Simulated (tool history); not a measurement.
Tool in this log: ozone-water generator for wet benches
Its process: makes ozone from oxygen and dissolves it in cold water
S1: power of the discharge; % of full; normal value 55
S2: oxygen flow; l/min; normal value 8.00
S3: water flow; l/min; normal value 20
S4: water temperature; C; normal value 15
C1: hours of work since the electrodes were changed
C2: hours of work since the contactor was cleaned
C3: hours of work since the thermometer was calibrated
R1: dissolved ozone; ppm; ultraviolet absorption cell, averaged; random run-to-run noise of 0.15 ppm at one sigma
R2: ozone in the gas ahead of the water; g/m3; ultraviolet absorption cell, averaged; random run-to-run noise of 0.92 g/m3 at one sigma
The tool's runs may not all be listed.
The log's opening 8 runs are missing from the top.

| run | hour | S1 | S2 | S3 | S4 | C1 | C2 | C3 | R1 | R2 |
|---|---|---|---|---|---|---|---|---|---|---|
| 9 | 154.1 | 55 | 8.00 | 20 | 15 | 1030 | 1861 | 2367 | 17.6 | 152.5 |
| 10 | 187.2 | 55 | 8.00 | 20 | 15 | 1055 | 1886 | 2392 | 17.7 | 151.1 |
| 11 | 219.8 | 55 | 8.00 | 20 | 15 | 1080 | 1911 | 2417 | 17.8 | 153.7 |
| 12 | 241.0 | 55 | 8.00 | 20 | 15 | 1096 | 1927 | 2433 | 17.9 | 153.6 |
| 13 | 274.2 | 55 | 12.60 | 20 | 15 | 1122 | 1953 | 2459 | 18.9 | 131.6 |
| 14 | 292.7 | 55 | 9.11 | 20 | 15 | 1136 | 1967 | 2473 | 18.3 | 145.5 |
| 15 | 307.0 | 55 | 9.11 | 20 | 15 | 1147 | 1978 | 2484 | 18.2 | 145.6 |
| 16 | 327.8 | 55 | 9.11 | 20 | 15 | 1162 | 1994 | 2500 | 18.2 | 146.0 |
| 17 | 345.4 | 55 | 8.00 | 20 | 15 | 1176 | 2007 | 2513 | 17.8 | 152.6 |
| 18 | 359.9 | 55 | 8.00 | 20 | 15 | 1187 | 2018 | 2524 | 17.9 | 152.5 |
| 19 | 389.3 | 55 | 8.00 | 20 | 15 | 1209 | 2040 | 2547 | 17.6 | 150.1 |
| 20 | 406.3 | 55 | 8.00 | 20 | 10 | 1222 | 2054 | 2560 | 19.5 | 151.0 |
| 21 | 437.2 | 93 | 8.00 | 12 | 10 | 1246 | 2077 | 2583 | 42.1 | 232.1 |
| 22 | 462.9 | 93 | 8.00 | 12 | 10 | 1266 | 2097 | 2603 | 42.0 | 229.7 |
| 23 | 490.0 | 55 | 4.80 | 20 | 22 | 1286 | 2117 | 2624 | 14.2 | 176.4 |
| 24 | 511.9 | 64 | 4.80 | 20 | 22 | 1303 | 2134 | 2640 | 16.2 | 200.0 |
| 25 | 532.5 | 55 | 4.66 | 20 | 15 | 1319 | 2150 | 2656 | 15.6 | 178.5 |

Expected results for the next run?
| 26 | 566.0 | 96 | 6.79 | 20 | 15 | 1344 | 2175 | 2682 | ? | ? |

R1: 27.0 ppm
R2: 248.5 g/m3
With no hidden state in the tool, this same run would have given R1 28.8 ppm, R2 256.0 g/m3.
